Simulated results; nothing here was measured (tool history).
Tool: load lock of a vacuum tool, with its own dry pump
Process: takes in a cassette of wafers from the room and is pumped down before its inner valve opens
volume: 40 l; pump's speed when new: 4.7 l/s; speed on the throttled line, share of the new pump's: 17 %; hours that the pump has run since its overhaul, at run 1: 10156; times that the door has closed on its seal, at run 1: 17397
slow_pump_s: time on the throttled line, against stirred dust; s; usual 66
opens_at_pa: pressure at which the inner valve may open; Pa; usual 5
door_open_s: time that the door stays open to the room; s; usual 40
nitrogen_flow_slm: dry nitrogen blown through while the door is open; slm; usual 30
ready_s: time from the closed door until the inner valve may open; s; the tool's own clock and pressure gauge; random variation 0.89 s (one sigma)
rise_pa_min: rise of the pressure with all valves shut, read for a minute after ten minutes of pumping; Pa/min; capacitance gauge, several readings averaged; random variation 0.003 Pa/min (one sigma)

run	hour	slow_pump_s	opens_at_pa	door_open_s	nitrogen_flow_slm	hours that the pump has run since its overhaul	times that the door has closed on its seal	incoming humidity of the room's air, %	ready_s	rise_pa_min
1	0	66	5	40	30	10156	17397	44.3	152.6	0.048
2	69.6	66	5	40	30	10225	17680	44.8	152.6	0.048
# hour 130.8: dry pump taken out, an overhauled one fitted
3	174.5	66	5	40	30	44	18082	43.3	139.2	0.046
4	267.4	66	5	40	30	137	18460	42.4	138	0.04
5	389.3	66	5	40	30	259	18955	47.5	139.7	0.047
6	490.7	117	5	40	30	360	19367	44.8	182.9	0.051
7	570.1	117	5	40	30	439	19690	47.5	183.9	0.047
8	648.4	66	5	180	30	518	20008	41.4	140.7	0.075
9	747.7	66	5	180	30	617	20412	43.6	138.3	0.068
10	838.7	66	5	40	30	708	20782	45.9	139.9	0.053
11	937.6	66	5	35	30	807	21184	45	140.9	0.049
12	1050.2	70	5	40	4	919	21641	47.4	143.9	0.079
13	1105.1	80	5	40	17	974	21865	44.4	153.6	0.065
14	1179.7	98	6	49	11	1049	22168	42.5	164.7	0.069
15	1278.3	57	7	66	26	1147	22569	45.1	129.5	0.063
16	1343.2	44	7	176	30	1212	22832	44.9	119.8	0.078
17	1434.9	44	7	176	30	1304	23205	47	119.5	0.075
18	1502	44	7	176	30	1371	23478	47.3	119.5	0.084
19	1617.8	44	7	176	30	1487	23949	41.4	118.9	0.079
20	1672.9	44	10	173	12	1542	24172	45.6	115.4	0.11
21	1732.3	44	10	173	12	1601	24414	41.9	115.7	0.105

4 ways to go on from here, each from the tool as it stands after run 21. What would each give?
A	1833.6	66	5	40	5	1703	24826	47.7	?	?
B	1833.6	44	10	116	6	1703	24826	42.6	?	?
C	1833.6	48	10	50	12	1703	24826	41.1	?	?
D	1833.6	66	5	157	7	1703	24826	44.1	?	?

run	ready_s	rise_pa_min
A	140.8	0.085
B	116.9	0.106
C	118.2	0.07
D	141.1	0.115
Without the tool's hidden state the same runs would have given:
run	ready_s	rise_pa_min
A	140.9	0.041
B	117	0.063
C	118.3	0.027
D	141.2	0.072

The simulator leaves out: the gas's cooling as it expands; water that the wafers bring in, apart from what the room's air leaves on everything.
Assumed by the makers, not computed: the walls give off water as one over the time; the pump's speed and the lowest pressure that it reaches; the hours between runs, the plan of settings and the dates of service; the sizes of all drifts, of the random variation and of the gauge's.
